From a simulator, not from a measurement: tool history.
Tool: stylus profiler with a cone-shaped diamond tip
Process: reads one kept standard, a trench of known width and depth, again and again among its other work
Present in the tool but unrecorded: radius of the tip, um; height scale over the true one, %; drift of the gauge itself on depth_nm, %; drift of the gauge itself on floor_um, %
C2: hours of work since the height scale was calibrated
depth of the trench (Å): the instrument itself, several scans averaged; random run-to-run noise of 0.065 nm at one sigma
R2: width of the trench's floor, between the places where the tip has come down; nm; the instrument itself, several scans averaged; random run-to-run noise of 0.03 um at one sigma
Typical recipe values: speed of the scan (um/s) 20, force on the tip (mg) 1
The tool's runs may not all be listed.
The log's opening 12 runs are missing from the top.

{"run": 13, "day": 45.446, "speed of the scan (um/s)": 8, "force on the tip (mg)": 1, "scans with this tip": 10061, "C2": 778, "depth of the trench (Å)": 1013.1, "R2": 18030}
{"run": 14, "day": 49.875, "speed of the scan (um/s)": 20, "force on the tip (mg)": 1, "scans with this tip": 10999, "C2": 851, "depth of the trench (Å)": 1014.1, "R2": 17960}
{"run": 15, "day": 54.896, "speed of the scan (um/s)": 26, "force on the tip (mg)": 1, "scans with this tip": 12062, "C2": 933, "depth of the trench (Å)": 1014.7, "R2": 17840}
{"run": 16, "day": 60.025, "speed of the scan (um/s)": 26, "force on the tip (mg)": 1, "scans with this tip": 13147, "C2": 1017, "depth of the trench (Å)": 1014.5, "R2": 17810}
{"run": 17, "day": 64.775, "speed of the scan (um/s)": 26, "force on the tip (mg)": 1, "scans with this tip": 14153, "C2": 1095, "depth of the trench (Å)": 1014.1, "R2": 17750}
{"run": 18, "day": 69.242, "speed of the scan (um/s)": 8, "force on the tip (mg)": 1.22, "scans with this tip": 15098, "C2": 1168, "depth of the trench (Å)": 1016.8, "R2": 17880}
{"run": 19, "day": 73.338, "speed of the scan (um/s)": 12, "force on the tip (mg)": 1.01, "scans with this tip": 15965, "C2": 1235, "depth of the trench (Å)": 1014.9, "R2": 17690}
{"run": 20, "day": 76.75, "speed of the scan (um/s)": 8, "force on the tip (mg)": 1, "scans with this tip": 16687, "C2": 1291, "depth of the trench (Å)": 1015.3, "R2": 17760}
{"run": 21, "day": 80.929, "speed of the scan (um/s)": 29, "force on the tip (mg)": 1, "scans with this tip": 17572, "C2": 1359, "depth of the trench (Å)": 1016.5, "R2": 17610}
{"run": 22, "day": 86.333, "speed of the scan (um/s)": 16, "force on the tip (mg)": 1.27, "scans with this tip": 18715, "C2": 1447, "depth of the trench (Å)": 1018.8, "R2": 17680}
{"run": 23, "day": 89.946, "speed of the scan (um/s)": 39, "force on the tip (mg)": 2.79, "scans with this tip": 19480, "C2": 1507, "depth of the trench (Å)": 1025.7, "R2": 17520}
{"run": 24, "day": 92.629, "speed of the scan (um/s)": 55, "force on the tip (mg)": 1.97, "scans with this tip": 20048, "C2": 1551, "depth of the trench (Å)": 1022.8, "R2": 17420}
{"run": 25, "day": 95.771, "speed of the scan (um/s)": 24, "force on the tip (mg)": 1, "scans with this tip": 20713, "C2": 1602, "depth of the trench (Å)": 1017.8, "R2": 17550}
{"run": 26, "day": 99.996, "speed of the scan (um/s)": 31, "force on the tip (mg)": 1.67, "scans with this tip": 21607, "C2": 1671, "depth of the trench (Å)": 1020.6, "R2": 17480}
{"run": 27, "day": 102.508, "speed of the scan (um/s)": 58, "force on the tip (mg)": 0.41, "scans with this tip": 22138, "C2": 1712, "depth of the trench (Å)": 1013.9, "R2": 17020}
{"run": 28, "day": 105.504, "speed of the scan (um/s)": 58, "force on the tip (mg)": 0.41, "scans with this tip": 22773, "C2": 1761, "depth of the trench (Å)": 1013.6, "R2": 17000}
{"run": 29, "day": 107.758, "speed of the scan (um/s)": 58, "force on the tip (mg)": 1.11, "scans with this tip": 23249, "C2": 1798, "depth of the trench (Å)": 1019.7, "R2": 17250}
{"run": 30, "day": 111.546, "speed of the scan (um/s)": 58, "force on the tip (mg)": 1.11, "scans with this tip": 24051, "C2": 1860, "depth of the trench (Å)": 1019.3, "R2": 17200}
{"run": 31, "day": 116.096, "speed of the scan (um/s)": 58, "force on the tip (mg)": 1.11, "scans with this tip": 25015, "C2": 1935, "depth of the trench (Å)": 1018.9, "R2": 17150}
{"run": 32, "day": 121.117, "speed of the scan (um/s)": 58, "force on the tip (mg)": 1.83, "scans with this tip": 26077, "C2": 2017, "depth of the trench (Å)": 1025.2, "R2": 17180}
{"day": 124.471, "done": "new tip fitted, height scale calibrated"}
{"run": 33, "day": 125.112, "speed of the scan (um/s)": 8, "force on the tip (mg)": 1.48, "scans with this tip": 135, "C2": 10, "depth of the trench (Å)": 1012.1, "R2": 18620}
{"run": 34, "day": 129.567, "speed of the scan (um/s)": 19, "force on the tip (mg)": 0.48, "scans with this tip": 1078, "C2": 83, "depth of the trench (Å)": 1005.9, "R2": 18360}

4 ways to go on from here, each from the tool as it stands after run 34. What would each give?
{"run": "A", "day": 133.108, "speed of the scan (um/s)": 19, "force on the tip (mg)": 0.36, "scans with this tip": 1828, "C2": 141, "depth of the trench (Å)": "?", "R2": "?"}
{"run": "B", "day": 133.108, "speed of the scan (um/s)": 8, "force on the tip (mg)": 0.69, "scans with this tip": 1828, "C2": 141, "depth of the trench (Å)": "?", "R2": "?"}
{"run": "C", "day": 133.108, "speed of the scan (um/s)": 8, "force on the tip (mg)": 0.59, "scans with this tip": 1828, "C2": 141, "depth of the trench (Å)": "?", "R2": "?"}
{"run": "D", "day": 133.108, "speed of the scan (um/s)": 76, "force on the tip (mg)": 0.4, "scans with this tip": 1828, "C2": 141, "depth of the trench (Å)": "?", "R2": "?"}

run=A depth_of_the_trench_(Å)=1004.5 R2=18310
run=B depth_of_the_trench_(Å)=1008 R2=18400
run=C depth_of_the_trench_(Å)=1007 R2=18430
run=D depth_of_the_trench_(Å)=1006.3 R2=17680
The same runs, with their run-to-run variation unchanged, on a tool lacking any hidden condition would have given:
run=A depth_of_the_trench_(Å)=1003.9 R2=18380
run=B depth_of_the_trench_(Å)=1007.4 R2=18480
run=C depth_of_the_trench_(Å)=1006.4 R2=18510
run=D depth_of_the_trench_(Å)=1005.7 R2=17760
